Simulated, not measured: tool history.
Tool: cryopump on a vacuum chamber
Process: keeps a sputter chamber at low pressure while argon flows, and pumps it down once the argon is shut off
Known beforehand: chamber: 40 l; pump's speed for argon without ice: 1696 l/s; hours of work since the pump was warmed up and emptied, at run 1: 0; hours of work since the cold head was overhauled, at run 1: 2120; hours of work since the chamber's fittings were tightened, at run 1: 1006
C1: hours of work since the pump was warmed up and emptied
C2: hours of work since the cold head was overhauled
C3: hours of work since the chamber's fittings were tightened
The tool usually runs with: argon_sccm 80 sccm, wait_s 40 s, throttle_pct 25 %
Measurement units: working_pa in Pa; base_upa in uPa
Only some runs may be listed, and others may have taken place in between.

Run 1, hour 0: usual settings; C1 0; C2 2120; C3 1006. Result: working_pa 0.3213 Pa, base_upa 1.79 uPa.
Run 2, hour 57.2: usual settings; C1 47; C2 2167; C3 1054. Result: working_pa 0.3207 Pa, base_upa 1.79 uPa.
Run 3, hour 110.5: usual settings; C1 92; C2 2211; C3 1098. Result: working_pa 0.3263 Pa, base_upa 1.82 uPa.
Run 4, hour 155.8: usual settings but throttle_pct 24 %; C1 129; C2 2249; C3 1136. Result: working_pa 0.3372 Pa, base_upa 1.88 uPa.
Run 5, hour 192.5: usual settings but throttle_pct 24 %; C1 159; C2 2279; C3 1166. Result: working_pa 0.3417 Pa, base_upa 1.87 uPa.
At hour 232.6: leaking fittings of the chamber tightened, without venting.
Run 6, hour 265.1: usual settings but throttle_pct 24 %; C1 218; C2 2337; C3 27. Result: working_pa 0.342 Pa, base_upa 1.65 uPa.
Run 7, hour 299.9: usual settings but throttle_pct 24 %; C1 247; C2 2366; C3 56. Result: working_pa 0.3443 Pa, base_upa 1.72 uPa.
Run 8, hour 368.2: usual settings but throttle_pct 24 %; C1 303; C2 2423; C3 112. Result: working_pa 0.3459 Pa, base_upa 1.63 uPa.
Run 9, hour 436.7: usual settings; C1 360; C2 2479; C3 169. Result: working_pa 0.336 Pa, base_upa 1.75 uPa.
Run 10, hour 474.8: usual settings; C1 391; C2 2511; C3 201. Result: working_pa 0.3376 Pa, base_upa 1.74 uPa.
Run 11, hour 533.3: usual settings; C1 440; C2 2559; C3 249. Result: working_pa 0.3422 Pa, base_upa 1.79 uPa.
Run 12, hour 590.3: usual settings; C1 487; C2 2607; C3 296. Result: working_pa 0.34 Pa, base_upa 1.76 uPa.
Run 13, hour 656.9: usual settings; C1 542; C2 2662; C3 351. Result: working_pa 0.3443 Pa, base_upa 1.73 uPa.
Run 14, hour 726.7: usual settings but wait_s 49 s; C1 600; C2 2720; C3 409. Result: working_pa 0.3446 Pa, base_upa 1.58 uPa.
Run 15, hour 790: usual settings but wait_s 51 s; C1 652; C2 2772; C3 461. Result: working_pa 0.3504 Pa, base_upa 1.52 uPa.
At hour 816.8: pump warmed up, emptied and cooled again.
Run 16, hour 830: usual settings but wait_s 51 s; C1 11; C2 2801; C3 490. Result: working_pa 0.3215 Pa, base_upa 1.43 uPa.
Run 17, hour 887.8: usual settings but wait_s 51 s; C1 59; C2 2849; C3 538. Result: working_pa 0.3243 Pa, base_upa 1.48 uPa.
Run 18, hour 928.3: usual settings; C1 92; C2 2882; C3 572. Result: working_pa 0.3239 Pa, base_upa 1.71 uPa.
Run 19, hour 987.3: usual settings but throttle_pct 23 %; C1 141; C2 2931; C3 621. Result: working_pa 0.3524 Pa, base_upa 1.82 uPa.
Run 20, hour 1021.5: usual settings but wait_s 25 s, throttle_pct 37 %; C1 170; C2 2960; C3 649. Result: working_pa 0.2242 Pa, base_upa 2.69 uPa.
Run 21, hour 1092.5: usual settings but argon_sccm 91 sccm, wait_s 120 s; C1 228; C2 3018; C3 708. Result: working_pa 0.3773 Pa, base_upa 0.88 uPa.
Run 22, hour 1138.1: usual settings but argon_sccm 91 sccm, wait_s 35 s; C1 266; C2 3056; C3 746. Result: working_pa 0.3776 Pa, base_upa 2.05 uPa.
Run 23, hour 1177.9: usual settings but argon_sccm 36 sccm, wait_s 24 s, throttle_pct 35 %; C1 299; C2 3089; C3 779. Result: working_pa 0.1095 Pa, base_upa 2.84 uPa.
Run 24, hour 1229.5: usual settings but argon_sccm 159 sccm, wait_s 93 s, throttle_pct 49 %; C1 342; C2 3132; C3 821. Result: working_pa 0.3578 Pa, base_upa 1.09 uPa.
Run 25, hour 1299.8: usual settings but argon_sccm 40 sccm, wait_s 42 s, throttle_pct 49 %; C1 400; C2 3190; C3 879. Result: working_pa 0.091 Pa, base_upa 1.85 uPa.
Run 26, hour 1369: usual settings but argon_sccm 40 sccm, wait_s 42 s, throttle_pct 49 %; C1 457; C2 3247; C3 937. Result: working_pa 0.0928 Pa, base_upa 1.91 uPa.
Run 27, hour 1410.2: usual settings but argon_sccm 37 sccm, wait_s 34 s, throttle_pct 45 %; C1 491; C2 3281; C3 971. Result: working_pa 0.0927 Pa, base_upa 2.26 uPa.
Run 28, hour 1455.2: usual settings but argon_sccm 37 sccm, wait_s 34 s, throttle_pct 45 %; C1 529; C2 3319; C3 1008. Result: working_pa 0.0934 Pa, base_upa 2.18 uPa.
Run 29, hour 1491.8: usual settings but argon_sccm 61 sccm, wait_s 227 s, throttle_pct 18 %; C1 559; C2 3349; C3 1038. Result: working_pa 0.3562 Pa, base_upa 0.92 uPa.
Run 30, hour 1524.1: usual settings but argon_sccm 44 sccm, wait_s 123 s, throttle_pct 24 %; C1 586; C2 3376; C3 1065. Result: working_pa 0.1988 Pa, base_upa 1.09 uPa.
Run 31, hour 1579.6: usual settings but argon_sccm 44 sccm, wait_s 123 s, throttle_pct 24 %; C1 632; C2 3422; C3 1111. Result: working_pa 0.1984 Pa, base_upa 1.12 uPa.
Run 32, hour 1619.7: usual settings but argon_sccm 44 sccm, wait_s 123 s, throttle_pct 24 %; C1 665; C2 3455; C3 1144. Result: working_pa 0.2009 Pa, base_upa 1.18 uPa.
At hour 1630: pump warmed up, emptied and cooled again.
Run 33, hour 1668.7: usual settings but argon_sccm 70 sccm, wait_s 23 s, throttle_pct 28 %; C1 32; C2 3491; C3 1181. Result: working_pa 0.2531 Pa, base_upa 2.96 uPa.
At hour 1693.5: leaking fittings of the chamber tightened, without venting.
Run 34, hour 1728: usual settings but argon_sccm 52 sccm, wait_s 30 s, throttle_pct 31 %; C1 80; C2 3539; C3 29. Result: working_pa 0.1712 Pa, base_upa 2.1 uPa.
Run 35, hour 1772.4: usual settings but wait_s 33 s, throttle_pct 46 %; C1 116; C2 3575; C3 65. Result: working_pa 0.1825 Pa, base_upa 1.92 uPa.

For some of the steps in working_pa from one run to the next: how much would appear even if the tool had no hidden state, given the settings, what came in and random variation, and how much remains for the hidden state plus any gauge scatter that the measured result and the result without hidden state don't share?
What the log doesn't record here: pump's speed, % of a pump's without ice; cold plate's temperature, K; leak into the chamber, uPa l/s; drift of the gauge itself on working_pa, %; drift of the gauge itself on base_upa, %.
Run 15 -> 16: pump warmed up, emptied and cooled again. working_pa -0.0289 Pa: hidden state -0.0268, all else -0.0021.
Run 22 -> 23: argon_sccm 91 -> 36, wait_s 35 -> 24, throttle_pct 25 -> 35. working_pa -0.2681 Pa: hidden state -0.0082, all else -0.2599.
Run 23 -> 24: argon_sccm 36 -> 159, wait_s 24 -> 93, throttle_pct 35 -> 49. working_pa +0.2483 Pa: hidden state +0.0255, all else +0.2228.
Run 24 -> 25: argon_sccm 159 -> 40, wait_s 93 -> 42. working_pa -0.2668 Pa: hidden state -0.0225, all else -0.2443.
Run 28 -> 29: argon_sccm 37 -> 61, wait_s 34 -> 227, throttle_pct 45 -> 18. working_pa +0.2628 Pa: hidden state +0.0084, all else +0.2544.
